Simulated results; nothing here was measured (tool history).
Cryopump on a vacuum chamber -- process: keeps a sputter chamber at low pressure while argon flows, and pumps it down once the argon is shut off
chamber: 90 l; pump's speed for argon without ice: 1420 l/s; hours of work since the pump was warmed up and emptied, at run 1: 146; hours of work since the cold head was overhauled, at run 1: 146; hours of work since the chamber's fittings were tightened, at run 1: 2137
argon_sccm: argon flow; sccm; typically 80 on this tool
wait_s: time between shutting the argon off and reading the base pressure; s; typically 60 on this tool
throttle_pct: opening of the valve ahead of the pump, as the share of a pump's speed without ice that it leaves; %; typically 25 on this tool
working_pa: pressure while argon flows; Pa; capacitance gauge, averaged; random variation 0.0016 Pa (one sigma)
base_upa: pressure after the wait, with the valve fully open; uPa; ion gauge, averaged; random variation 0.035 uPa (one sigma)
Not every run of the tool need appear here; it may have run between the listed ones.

run	hour	argon_sccm	wait_s	throttle_pct	hours of work since the pump was warmed up and emptied	hours of work since the cold head was overhauled	hours of work since the chamber's fittings were tightened	working_pa	base_upa
1	0.0	80	60	25	146	146	2137	0.3850	2.40
2	11.4	80	60	25	151	151	2142	0.3845	2.48
3	33.5	41	60	25	161	161	2152	0.1979	2.37
4	44.0	41	60	25	165	165	2156	0.1992	2.40
5	57.1	55	60	25	171	171	2162	0.2640	2.46
6	72.3	55	60	25	177	177	2168	0.2660	2.45
7	88.7	55	234	25	184	184	2175	0.2650	1.26
8	108.1	55	234	25	193	193	2184	0.2674	1.23
9	130.7	80	177	25	203	203	2193	0.3868	1.37
10	141.0	80	60	25	207	207	2198	0.3878	2.46
11	154.2	80	202	25	213	213	2203	0.3863	1.31
12	170.7	36	60	25	220	220	2210	0.1731	2.52
13	188.3	80	80	25	227	227	2218	0.3882	2.06
14	206.9	80	275	25	235	235	2226	0.3915	1.22
15	218.8	80	275	25	240	240	2231	0.3878	1.18
16	234.3	80	275	25	247	247	2238	0.3912	1.21
17	245.0	80	275	25	252	252	2242	0.3913	1.25
18	265.4	33	22	23	260	260	2251	0.1757	5.56
19	289.4	33	22	23	271	271	2261	0.1752	5.57
20	313.4	35	40	21	281	281	2272	0.2016	3.31
21	331.0	35	40	21	288	288	2279	0.2038	3.41
22	350.7	33	88	28	297	297	2288	0.1452	1.99
23	360.7	35	67	20	301	301	2292	0.2124	2.29
24	372.8	157	178	25	306	306	2297	0.7645	1.46
25	384.4	157	178	26	311	311	2302	0.7413	1.41
26	398.8	54	77	35	317	317	2308	0.1906	2.11
27	414.7	54	77	35	324	324	2315	0.1924	2.12
28	428.2	50	171	20	330	330	2321	0.3063	1.44
29	452.1	50	171	20	340	340	2331	0.3034	1.42
30	466.7	78	63	47	347	347	2337	0.2108	2.48
31	481.9	45	75	34	353	353	2344	0.1651	2.25
32	502.6	125	65	25	362	362	2353	0.6111	2.41
33	520.6	47	289	32	370	370	2361	0.1819	1.23
34	543.1	47	254	41	379	379	2370	0.1433	1.27

Branching from run 34: 4 alternative next runs. What would each branch give?
A	566.9	45	143	21	390	390	2380	?	?
B	566.9	80	178	17	390	390	2380	?	?
C	566.9	59	41	20	390	390	2380	?	?
D	566.9	130	160	41	390	390	2380	?	?

run	working_pa	base_upa
A	0.2637	1.59
B	0.5774	1.50
C	0.3630	3.36
D	0.4003	1.51
What these runs would have given with no unlogged condition in the tool:
run	working_pa	base_upa
A	0.2561	0.90
B	0.5638	0.79
C	0.3530	2.66
D	0.3783	0.81
